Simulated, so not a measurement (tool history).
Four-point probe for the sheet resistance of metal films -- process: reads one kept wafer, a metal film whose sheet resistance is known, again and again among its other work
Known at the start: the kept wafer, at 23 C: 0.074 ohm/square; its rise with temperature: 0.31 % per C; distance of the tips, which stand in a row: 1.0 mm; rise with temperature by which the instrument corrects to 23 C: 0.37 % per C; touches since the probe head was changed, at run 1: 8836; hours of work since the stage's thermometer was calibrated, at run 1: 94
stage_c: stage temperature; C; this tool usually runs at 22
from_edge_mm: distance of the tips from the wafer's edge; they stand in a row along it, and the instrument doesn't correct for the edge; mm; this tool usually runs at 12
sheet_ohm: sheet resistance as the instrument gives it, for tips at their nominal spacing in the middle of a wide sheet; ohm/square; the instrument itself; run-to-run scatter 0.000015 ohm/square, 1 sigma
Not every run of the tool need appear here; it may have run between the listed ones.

| run | hour | stage_c | from_edge_mm | touches since the probe head was changed | hours of work since the stage's thermometer was calibrated | sheet_ohm |
|---|---|---|---|---|---|---|
| 1 | 0.0 | 22 | 12 | 8836 | 94 | 0.074301 |
| 2 | 17.3 | 22 | 12 | 9524 | 102 | 0.074312 |
| 3 | 33.2 | 32 | 12 | 10151 | 110 | 0.073880 |
| 4 | 41.7 | 32 | 12 | 10490 | 114 | 0.073904 |
| 5 | 51.9 | 32 | 12 | 10895 | 119 | 0.073903 |
| 6 | 60.8 | 22 | 12 | 11248 | 124 | 0.074306 |
| 7 | 71.3 | 30 | 12 | 11664 | 129 | 0.073971 |
| 8 | 90.1 | 30 | 12 | 12411 | 138 | 0.073963 |
| 9 | 108.7 | 30 | 12 | 13150 | 147 | 0.073976 |
| 10 | 116.9 | 30 | 12 | 13472 | 151 | 0.073991 |
| 11 | 128.0 | 30 | 12 | 13914 | 157 | 0.073971 |
| 12 | 144.7 | 22 | 12 | 14575 | 165 | 0.074308 |
| 13 | 164.2 | 22 | 12 | 15350 | 175 | 0.074325 |
| 14 | 173.2 | 22 | 12 | 15706 | 179 | 0.074331 |
| 15 | 191.0 | 32 | 12 | 16415 | 188 | 0.073910 |
| 16 | 201.0 | 20 | 12 | 16809 | 193 | 0.074426 |
| 17 | 216.0 | 22 | 12 | 17404 | 200 | 0.074325 |
| 18 | 232.9 | 22 | 12 | 18076 | 209 | 0.074325 |
| 19 | 242.5 | 22 | 28 | 18457 | 213 | 0.074152 |
| 20 | 254.9 | 22 | 28 | 18949 | 220 | 0.074128 |
| 21 | 269.5 | 22 | 12 | 19525 | 227 | 0.074348 |
| 22 | 282.7 | 22 | 12 | 20053 | 233 | 0.074357 |
| 23 | 302.0 | 22 | 12 | 20816 | 243 | 0.074366 |
| 24 | 319.9 | 22 | 12 | 21527 | 252 | 0.074349 |
| 25 | 335.4 | 22 | 12 | 22143 | 259 | 0.074358 |
| 26 | 354.1 | 22 | 9 | 22885 | 269 | 0.074548 |
| 27 | 364.5 | 22 | 9 | 23294 | 274 | 0.074593 |
| 28 | 380.3 | 35 | 13 | 23923 | 282 | 0.073774 |
| 29 | 393.3 | 35 | 13 | 24438 | 288 | 0.073764 |
| 30 | 406.2 | 19 | 43 | 24952 | 294 | 0.074269 |
| 31 | 425.5 | 25 | 69 | 25716 | 304 | 0.073947 |
| 32 | 442.4 | 25 | 69 | 26386 | 312 | 0.073975 |
| 33 | 456.4 | 25 | 69 | 26941 | 319 | 0.073967 |
| 34 | 471.9 | 22 | 3 | 27557 | 327 | 0.078224 |
| 35 | 481.1 | 22 | 3 | 27921 | 331 | 0.078250 |
| 36 | 499.7 | 32 | 48 | 28661 | 341 | 0.073679 |
| 37 | 517.1 | 34 | 5 | 29348 | 349 | 0.075128 |
| 38 | 531.0 | 22 | 9 | 29903 | 356 | 0.074584 |
| 39 | 541.2 | 24 | 8 | 30304 | 361 | 0.074604 |
| 40 | 558.9 | 28 | 7 | 31008 | 370 | 0.074638 |
| 41 | 578.3 | 21 | 7 | 31777 | 379 | 0.074962 |
| 42 | 591.4 | 22 | 23 | 32300 | 386 | 0.074161 |
| 43 | 611.4 | 31 | 10 | 33089 | 396 | 0.074112 |
| 44 | 619.9 | 31 | 12 | 33429 | 400 | 0.074015 |

Alternative continuations, all from the tool just after run 44; predict every row:
| A | 639.2 | 25 | 4 | 34194 | 409 | ? |
| B | 639.2 | 21 | 12 | 34194 | 409 | ? |
| C | 639.2 | 31 | 3 | 34194 | 409 | ? |
| D | 639.2 | 31 | 27 | 34194 | 409 | ? |

| run | sheet_ohm |
|---|---|
| A | 0.076419 |
| B | 0.074428 |
| C | 0.077895 |
| D | 0.073793 |
Without the tool's unlogged condition, the same runs would have read:
| run | sheet_ohm |
|---|---|
| A | 0.076354 |
| B | 0.074364 |
| C | 0.077829 |
| D | 0.073731 |

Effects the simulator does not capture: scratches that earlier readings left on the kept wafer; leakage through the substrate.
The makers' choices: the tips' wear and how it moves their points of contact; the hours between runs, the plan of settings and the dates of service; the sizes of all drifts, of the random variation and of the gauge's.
